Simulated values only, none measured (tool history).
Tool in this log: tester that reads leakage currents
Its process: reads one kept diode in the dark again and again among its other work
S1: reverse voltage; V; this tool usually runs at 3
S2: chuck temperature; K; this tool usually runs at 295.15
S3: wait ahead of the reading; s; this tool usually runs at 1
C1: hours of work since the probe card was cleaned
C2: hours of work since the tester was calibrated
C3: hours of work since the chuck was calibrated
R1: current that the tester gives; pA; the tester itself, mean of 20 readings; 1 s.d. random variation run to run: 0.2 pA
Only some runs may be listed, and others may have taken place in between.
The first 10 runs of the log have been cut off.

| run | hour | S1 | S2 | S3 | C1 | C2 | C3 | R1 |
|---|---|---|---|---|---|---|---|---|
| 11 | 367 | 3 | 299.15 | 1 | 1710 | 1160 | 190 | 92.34 |
| 12 | 399.5 | 3 | 299.15 | 1 | 1726 | 1176 | 206 | 92.23 |
| 13 | 449.8 | 3 | 299.15 | 1 | 1751 | 1201 | 230 | 92.39 |
| 14 | 502 | 4.71 | 299.15 | 1 | 1776 | 1226 | 256 | 113.76 |
| 15 | 550.1 | 3 | 295.15 | 1 | 1800 | 1250 | 280 | 68.07 |
| 16 | 595.5 | 3 | 295.15 | 1 | 1822 | 1272 | 302 | 68.65 |
| 17 | 649.4 | 3 | 295.15 | 1 | 1849 | 1299 | 328 | 68.33 |
| 18 | 677.4 | 3 | 295.15 | 1 | 1862 | 1313 | 342 | 68.37 |
| 19 | 707.7 | 3 | 293.15 | 1.62 | 1877 | 1327 | 357 | 58.86 |
| 20 | 759 | 3.4 | 312.15 | 1 | 1902 | 1353 | 382 | 247.32 |
| 21 | 816.8 | 5.51 | 308.15 | 6.03 | 1931 | 1381 | 411 | 230.91 |
| 22 | 870.7 | 5.51 | 308.15 | 6.03 | 1957 | 1407 | 437 | 230.08 |
| 23 | 906.9 | 2.51 | 308.15 | 2.2 | 1975 | 1425 | 455 | 161.29 |
| 24 | 952.5 | 14.4 | 322.15 | 0.71 | 1997 | 1448 | 477 | 926.22 |
| 25 | 1009.1 | 1.34 | 296.15 | 1 | 2025 | 1475 | 505 | 49.93 |
| 26 | 1047.3 | 1.34 | 295.15 | 1 | 2044 | 1494 | 524 | 46.48 |
| 27 | 1072.3 | 1.02 | 295.15 | 1 | 2056 | 1506 | 536 | 40.78 |

Run 28 has not been measured yet. What should we expect?
| 28 | 1121.3 | 8.04 | 323.15 | 8.52 | 2080 | 1530 | 560 | ? |

R1: 756.42 pA
The same run, on a tool lacking any hidden state, would have yielded R1 768.73 pA.

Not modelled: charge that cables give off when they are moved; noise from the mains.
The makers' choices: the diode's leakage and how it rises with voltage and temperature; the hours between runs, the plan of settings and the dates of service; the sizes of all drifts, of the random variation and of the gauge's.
